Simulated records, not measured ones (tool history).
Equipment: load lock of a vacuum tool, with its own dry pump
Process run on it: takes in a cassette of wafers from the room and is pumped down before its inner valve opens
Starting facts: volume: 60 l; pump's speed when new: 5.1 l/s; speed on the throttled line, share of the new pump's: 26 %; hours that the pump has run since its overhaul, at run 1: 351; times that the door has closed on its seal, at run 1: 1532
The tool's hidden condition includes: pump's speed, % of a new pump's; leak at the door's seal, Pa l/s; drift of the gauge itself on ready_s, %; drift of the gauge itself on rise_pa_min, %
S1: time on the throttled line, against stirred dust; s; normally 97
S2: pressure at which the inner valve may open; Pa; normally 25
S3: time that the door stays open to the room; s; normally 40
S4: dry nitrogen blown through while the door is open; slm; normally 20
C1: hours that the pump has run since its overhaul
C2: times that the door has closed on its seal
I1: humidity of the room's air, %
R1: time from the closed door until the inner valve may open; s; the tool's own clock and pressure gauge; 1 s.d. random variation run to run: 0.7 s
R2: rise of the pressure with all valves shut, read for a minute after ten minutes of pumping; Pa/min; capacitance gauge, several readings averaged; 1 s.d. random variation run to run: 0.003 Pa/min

Run 1, hour 0.0: usual settings; C1 351; C2 1532; I1 48.8. Result: R1 169.3 s, R2 0.027 Pa/min.
Run 2, hour 119.6: usual settings; C1 471; C2 1792; I1 47.3. Result: R1 169.5 s, R2 0.021 Pa/min.
Run 3, hour 269.8: usual settings; C1 621; C2 2118; I1 45.4. Result: R1 167.8 s, R2 0.019 Pa/min.
Run 4, hour 400.3: usual settings; C1 752; C2 2402; I1 46.2. Result: R1 169.6 s, R2 0.029 Pa/min.
Run 5, hour 539.5: usual settings; C1 891; C2 2705; I1 45.2. Result: R1 170.4 s, R2 0.028 Pa/min.
Run 6, hour 651.5: usual settings; C1 1003; C2 2948; I1 45.2. Result: R1 169.8 s, R2 0.017 Pa/min.
Run 7, hour 775.7: usual settings but S4 5 slm; C1 1127; C2 3218; I1 46.1. Result: R1 170.2 s, R2 0.036 Pa/min.
Run 8, hour 870.7: usual settings but S4 5 slm; C1 1222; C2 3425; I1 45.1. Result: R1 168.6 s, R2 0.039 Pa/min.
Run 9, hour 979.5: usual settings but S4 5 slm; C1 1331; C2 3662; I1 46.8. Result: R1 168.8 s, R2 0.035 Pa/min.
Run 10, hour 1081.0: usual settings; C1 1432; C2 3882; I1 42.1. Result: R1 171.0 s, R2 0.029 Pa/min.
Run 11, hour 1190.1: usual settings; C1 1542; C2 4119; I1 42.5. Result: R1 170.0 s, R2 0.030 Pa/min.
Run 12, hour 1273.2: usual settings but S1 124 s; C1 1625; C2 4300; I1 45.6. Result: R1 188.6 s, R2 0.032 Pa/min.
Run 13, hour 1382.8: usual settings but S1 89 s; C1 1734; C2 4539; I1 42.3. Result: R1 165.0 s, R2 0.028 Pa/min.
Run 14, hour 1496.6: usual settings but S4 15 slm; C1 1848; C2 4786; I1 45.0. Result: R1 170.3 s, R2 0.034 Pa/min.
Run 15, hour 1626.8: usual settings but S4 15 slm; C1 1978; C2 5069; I1 48.5. Result: R1 170.2 s, R2 0.039 Pa/min.
Run 16, hour 1754.4: usual settings but S4 15 slm; C1 2106; C2 5346; I1 43.8. Result: R1 169.1 s, R2 0.030 Pa/min.
Run 17, hour 1882.2: usual settings but S1 129 s, S2 32 Pa, S4 8 slm; C1 2234; C2 5624; I1 46.5. Result: R1 190.2 s, R2 0.041 Pa/min.
Run 18, hour 1958.3: usual settings but S1 117 s, S2 48 Pa, S3 200 s, S4 22 slm; C1 2310; C2 5790; I1 46.2. Result: R1 176.5 s, R2 0.066 Pa/min.
Run 19, hour 2026.3: usual settings but S1 117 s, S2 47 Pa, S3 200 s, S4 4 slm; C1 2378; C2 5938; I1 45.4. Result: R1 177.9 s, R2 0.107 Pa/min.
Run 20, hour 2127.2: usual settings but S1 70 s, S2 46 Pa, S3 200 s, S4 6 slm; C1 2479; C2 6157; I1 43.6. Result: R1 143.5 s, R2 0.093 Pa/min.
Run 21, hour 2206.0: usual settings but S1 70 s, S2 46 Pa, S3 200 s, S4 6 slm; C1 2557; C2 6329; I1 44.8. Result: R1 142.9 s, R2 0.100 Pa/min.
Run 22, hour 2297.9: usual settings but S1 70 s, S2 46 Pa, S3 200 s, S4 6 slm; C1 2649; C2 6528; I1 44.6. Result: R1 142.2 s, R2 0.102 Pa/min.
Run 23, hour 2358.9: usual settings but S1 183 s, S3 30 s, S4 35 slm; C1 2710; C2 6661; I1 43.6. Result: R1 235.0 s, R2 0.028 Pa/min.
Run 24, hour 2471.7: usual settings but S1 183 s, S3 30 s, S4 35 slm; C1 2823; C2 6906; I1 46.8. Result: R1 235.6 s, R2 0.028 Pa/min.
Run 25, hour 2603.5: usual settings but S1 53 s, S2 20 Pa, S3 167 s, S4 4 slm; C1 2955; C2 7193; I1 47.9. Result: R1 140.2 s, R2 0.108 Pa/min.
Run 26, hour 2689.6: usual settings but S2 19 Pa; C1 3041; C2 7380; I1 46.1. Result: R1 172.5 s, R2 0.038 Pa/min.
Run 27, hour 2762.8: usual settings but S2 31 Pa; C1 3114; C2 7539; I1 44.2. Result: R1 167.9 s, R2 0.038 Pa/min.

5 options for the next run, each taken on its own from the tool as it stands now. Forecast them:
Run A, hour 2896.2: usual settings but S1 50 s, S2 31 Pa, S4 37 slm; C1 3248; C2 7829; I1 45.8. Result: R1 ?, R2 ?.
Run B, hour 2896.2: usual settings but S3 31 s; C1 3248; C2 7829; I1 45.1. Result: R1 ?, R2 ?.
Run C, hour 2896.2: usual settings but S2 41 Pa, S4 29 slm; C1 3248; C2 7829; I1 46.2. Result: R1 ?, R2 ?.
Run D, hour 2896.2: usual settings but S2 45 Pa, S3 114 s; C1 3248; C2 7829; I1 45.9. Result: R1 ?, R2 ?.
Run E, hour 2896.2: usual settings but S1 61 s, S2 20 Pa; C1 3248; C2 7829; I1 46.1. Result: R1 ?, R2 ?.

run     R1     R2
  A  134.2  0.037
  B  171.5  0.033
  C  165.7  0.035
  D  165.0  0.053
  E  147.5  0.035
Without the tool's hidden state the same runs would have given:
run     R1     R2
  A  132.9  0.020
  B  170.3  0.016
  C  164.7  0.019
  D  164.0  0.037
  E  146.1  0.019
